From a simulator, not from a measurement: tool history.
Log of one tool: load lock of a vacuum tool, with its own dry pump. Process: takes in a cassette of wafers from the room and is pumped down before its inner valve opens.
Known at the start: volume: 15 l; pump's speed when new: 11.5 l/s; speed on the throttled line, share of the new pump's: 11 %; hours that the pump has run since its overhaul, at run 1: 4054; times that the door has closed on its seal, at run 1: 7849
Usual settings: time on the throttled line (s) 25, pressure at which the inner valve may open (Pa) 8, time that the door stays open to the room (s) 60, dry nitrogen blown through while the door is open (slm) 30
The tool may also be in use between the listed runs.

run    hour  time on the throttled line (s)  pressure at which the inner valve may open (Pa)  time that the door stays open to the room (s)  dry nitrogen blown through while the door is open (slm)  hours that the pump has run since its overhaul  times that the door has closed on its seal  incoming humidity of the room's air, %  time from the closed door until the inner valve may open (s)  rise of the pressure with all valves shut (Pa/min)
  1       0                              25                                                8                                             60                                                       30                                            4054                                        7849                                    39.4                                                          34.7                                               0.121
  2   383.3                              25                                                8                                             60                                                       30                                            4438                                        8330                                    43.4                                                          35.1                                               0.137
  3   743.3                              25                                                8                                             60                                                       30                                            4798                                        8782                                    44.8                                                          34.9                                               0.142
  4  1063.2                              25                                                8                                             60                                                       30                                            5118                                        9184                                    46.5                                                          35.1                                               0.152
  5  1360.1                              25                                                8                                             60                                                       30                                            5415                                        9557                                    48.4                                                          35.2                                               0.165
  6  1685.8                              25                                                8                                             60                                                       30                                            5740                                        9966                                    44.5                                                          35.3                                               0.171
  7  2041.7                              25                                                8                                             60                                                        4                                            6096                                       10413                                    45.9                                                            35                                                0.21
  8  2388.8                              25                                                8                                             60                                                       30                                            6443                                       10849                                    43.7                                                          35.2                                               0.182
  9  2728.2                              25                                                8                                             60                                                       30                                            6783                                       11275                                    49.9                                                          35.1                                               0.192
 10  2886.6                              25                                                8                                             41                                                       30                                            6941                                       11474                                    48.8                                                          35.2                                               0.197
 11  3272.5                              49                                                8                                             60                                                       30                                            7327                                       11959                                    45.1                                                          56.7                                               0.201
 12  3556.4                              18                                                8                                             60                                                       30                                            7611                                       12316                                    43.2                                                            29                                               0.214
 13  3830.5                              18                                                8                                             60                                                       30                                            7885                                       12660                                    42.9                                                          28.8                                               0.218
 14  4178.7                              18                                                8                                             60                                                       30                                            8233                                       13097                                    42.1                                                          29.1                                                0.23
 15  4435.3                              18                                                8                                             60                                                       30                                            8490                                       13420                                    46.2                                                          29.5                                               0.237
 16    4748                              32                                                8                                             60                                                       30                                            8803                                       13812                                    45.4                                                          41.7                                               0.243
 17  5026.5                              32                                                8                                             60                                                       30                                            9081                                       14162                                    47.8                                                          41.6                                               0.253
 18  5184.7                              32                                                8                                             60                                                       30                                            9239                                       14361                                    47.5                                                            42                                               0.262
 19  5537.2                              25                                               13                                             49                                                       41                                            9592                                       14804                                    46.4                                                          34.7                                               0.268

Run 20 comes next. What will it give?
 20  5739.9                              19                                                8                                             60                                                       11                                            9794                                       15058                                    45.7                                                             ?                                                   ?

time from the closed door until the inner valve may open (s): 30.1
rise of the pressure with all valves shut (Pa/min): 0.312
Without the tool's hidden state the same run would have given time from the closed door until the inner valve may open (s) 29.1, rise of the pressure with all valves shut (Pa/min) 0.077.
